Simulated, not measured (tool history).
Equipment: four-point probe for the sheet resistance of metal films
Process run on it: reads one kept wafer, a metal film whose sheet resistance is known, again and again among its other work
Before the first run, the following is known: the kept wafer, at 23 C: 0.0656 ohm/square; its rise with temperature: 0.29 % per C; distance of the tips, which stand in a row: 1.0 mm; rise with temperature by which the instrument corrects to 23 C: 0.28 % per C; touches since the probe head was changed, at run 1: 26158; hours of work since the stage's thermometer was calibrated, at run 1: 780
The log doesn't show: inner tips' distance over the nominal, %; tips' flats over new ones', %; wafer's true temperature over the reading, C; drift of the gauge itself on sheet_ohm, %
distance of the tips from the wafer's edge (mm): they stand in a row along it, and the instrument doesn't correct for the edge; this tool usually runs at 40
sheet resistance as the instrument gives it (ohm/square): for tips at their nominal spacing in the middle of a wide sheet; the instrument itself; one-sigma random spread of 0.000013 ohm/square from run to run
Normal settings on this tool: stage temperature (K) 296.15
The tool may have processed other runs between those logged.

run    hour  stage temperature (K)  distance of the tips from the wafer's edge (mm)  touches since the probe head was changed  hours of work since the stage's thermometer was calibrated  sheet resistance as the instrument gives it (ohm/square)
  1       0                 296.15                                               40                                     26158                                                         780                                                  0.065852
  2   127.5                 296.15                                                5                                     28421                                                         876                                                   0.06722
  3   234.3                 296.15                                                5                                     30316                                                         956                                                  0.067247
  4   317.9                 296.15                                                7                                     31801                                                        1019                                                  0.066584
  5   389.3                 296.15                                                7                                     33067                                                        1072                                                  0.066555
  6   462.1                 296.15                                                7                                     34359                                                        1127                                                   0.06656
  7   583.5                 296.15                                                7                                     36514                                                        1218                                                  0.066587
  8     640                 296.15                                                7                                     37517                                                        1260                                                  0.066541
  9   725.3                 296.15                                                7                                     39031                                                        1324                                                  0.066567
 10   812.9                 296.15                                                7                                     40586                                                        1390                                                  0.066536
 11   884.6                 298.15                                               40                                     41859                                                        1444                                                  0.065886
 12   943.8                 298.15                                               40                                     42910                                                        1488                                                  0.065883
 13  1006.1                 298.15                                               40                                     44014                                                        1535                                                   0.06588
 14  1082.8                 298.15                                               40                                     45376                                                        1592                                                   0.06588
 15  1138.6                 298.15                                               40                                     46366                                                        1634                                                  0.065852
 16  1233.9                 297.15                                               12                                     48058                                                        1706                                                  0.066104
 17  1330.2                 298.15                                               40                                     49767                                                        1778                                                   0.06588
 18  1460.3                 298.15                                               40                                     52077                                                        1875                                                  0.065883
 19    1575                 292.15                                                4                                     54112                                                        1961                                                  0.067985
 20  1651.6                 296.15                                                3                                     55471                                                        2019                                                   0.06957
 21  1736.5                 306.15                                                4                                     56979                                                        2082                                                  0.068068
 22  1797.3                 308.15                                                6                                     58058                                                        2128                                                  0.066894
       1856  -- stage's thermometer calibrated
 23  1857.9                 294.15                                               40                                     59125                                                           1                                                  0.065949
 24  1934.9                 294.15                                               40                                     60491                                                          59                                                  0.065979
 25    2006                 294.15                                               40                                     61752                                                         112                                                  0.065961
 26  2087.6                 302.15                                                3                                     63202                                                         174                                                   0.06971
 27  2168.7                 296.15                                               26                                     64640                                                         234                                                     0.066
 28  2237.9                 296.15                                               26                                     65869                                                         286                                                  0.066002
 29  2342.9                 296.15                                               26                                     67733                                                         365                                                  0.065994

5 ways to go on from here, each from the tool as it stands after run 29. What would each give?
  A  2452.3                 298.15                                                3                                     69675                                                         447                                                         ?
  B  2452.3                 296.15                                               22                                     69675                                                         447                                                         ?
  C  2452.3                 298.15                                               11                                     69675                                                         447                                                         ?
  D  2452.3                 306.15                                               68                                     69675                                                         447                                                         ?
  E  2452.3                 299.15                                               59                                     69675                                                         447                                                         ?

run  sheet resistance as the instrument gives it (ohm/square)
  A                                                  0.069673
  B                                                  0.066037
  C                                                  0.066261
  D                                                  0.066019
  E                                                  0.065965
Without the tool's unlogged condition, the same runs would have read:
run  sheet resistance as the instrument gives it (ohm/square)
  A                                                  0.069306
  B                                                  0.065688
  C                                                   0.06591
  D                                                  0.065669
  E                                                  0.065615
